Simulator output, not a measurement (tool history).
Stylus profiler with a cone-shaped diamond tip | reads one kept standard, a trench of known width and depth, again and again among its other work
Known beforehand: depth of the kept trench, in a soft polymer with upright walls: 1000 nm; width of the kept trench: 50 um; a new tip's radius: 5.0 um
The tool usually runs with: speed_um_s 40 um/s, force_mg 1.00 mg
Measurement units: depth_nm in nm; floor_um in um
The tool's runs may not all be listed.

run 1 hour=0.0 | speed_um_s=40 force_mg=1.00 | depth_nm=1005.57 floor_um=43.89
run 2 hour=13.2 | speed_um_s=40 force_mg=1.00 | depth_nm=1006.48 floor_um=43.85
run 3 hour=26.9 | speed_um_s=40 force_mg=1.00 | depth_nm=1005.78 floor_um=43.85
run 4 hour=35.3 | speed_um_s=40 force_mg=0.99 | depth_nm=1005.63 floor_um=43.84
run 5 hour=47.1 | speed_um_s=40 force_mg=0.99 | depth_nm=1005.50 floor_um=43.86
run 6 hour=63.5 | speed_um_s=40 force_mg=1.00 | depth_nm=1005.87 floor_um=43.82
run 7 hour=71.0 | speed_um_s=40 force_mg=1.00 | depth_nm=1005.50 floor_um=43.85
run 8 hour=86.6 | speed_um_s=40 force_mg=1.00 | depth_nm=1005.90 floor_um=43.88
run 9 hour=94.1 | speed_um_s=40 force_mg=1.00 | depth_nm=1005.65 floor_um=43.86
run 10 hour=107.6 | speed_um_s=137 force_mg=1.00 | depth_nm=1006.03 floor_um=43.49
run 11 hour=122.2 | speed_um_s=137 force_mg=1.00 | depth_nm=1006.14 floor_um=43.47
run 12 hour=138.0 | speed_um_s=137 force_mg=1.00 | depth_nm=1006.13 floor_um=43.50
run 13 hour=153.3 | speed_um_s=77 force_mg=0.39 | depth_nm=1003.29 floor_um=43.55
run 14 hour=168.9 | speed_um_s=26 force_mg=2.08 | depth_nm=1009.33 floor_um=43.94
run 15 hour=181.0 | speed_um_s=49 force_mg=0.47 | depth_nm=1003.81 floor_um=43.72
run 16 hour=188.6 | speed_um_s=49 force_mg=2.85 | depth_nm=1012.04 floor_um=43.89
run 17 hour=196.2 | speed_um_s=49 force_mg=2.85 | depth_nm=1012.07 floor_um=43.87
run 18 hour=213.3 | speed_um_s=19 force_mg=0.53 | depth_nm=1003.98 floor_um=43.91
run 19 hour=223.1 | speed_um_s=19 force_mg=0.53 | depth_nm=1003.70 floor_um=43.88
run 20 hour=232.7 | speed_um_s=103 force_mg=1.18 | depth_nm=1006.89 floor_um=43.66
run 21 hour=247.9 | speed_um_s=103 force_mg=1.18 | depth_nm=1006.42 floor_um=43.66
run 22 hour=255.5 | speed_um_s=58 force_mg=2.31 | depth_nm=1009.98 floor_um=43.86
run 23 hour=272.6 | speed_um_s=58 force_mg=2.31 | depth_nm=1010.18 floor_um=43.82

What if the next run were any one of these 3? Each begins from the tool's condition after run 23:
run A hour=283.9 | speed_um_s=96 force_mg=1.89 | depth_nm=? floor_um=?
run B hour=283.9 | speed_um_s=47 force_mg=1.59 | depth_nm=? floor_um=?
run C hour=283.9 | speed_um_s=67 force_mg=2.31 | depth_nm=? floor_um=?

run=A depth_nm=1009.04 floor_um=43.81
run=B depth_nm=1008.07 floor_um=43.88
run=C depth_nm=1009.82 floor_um=43.82
Without the tool's unlogged condition, the same runs would have read:
run=A depth_nm=1009.04 floor_um=43.82
run=B depth_nm=1008.07 floor_um=43.89
run=C depth_nm=1009.82 floor_um=43.82
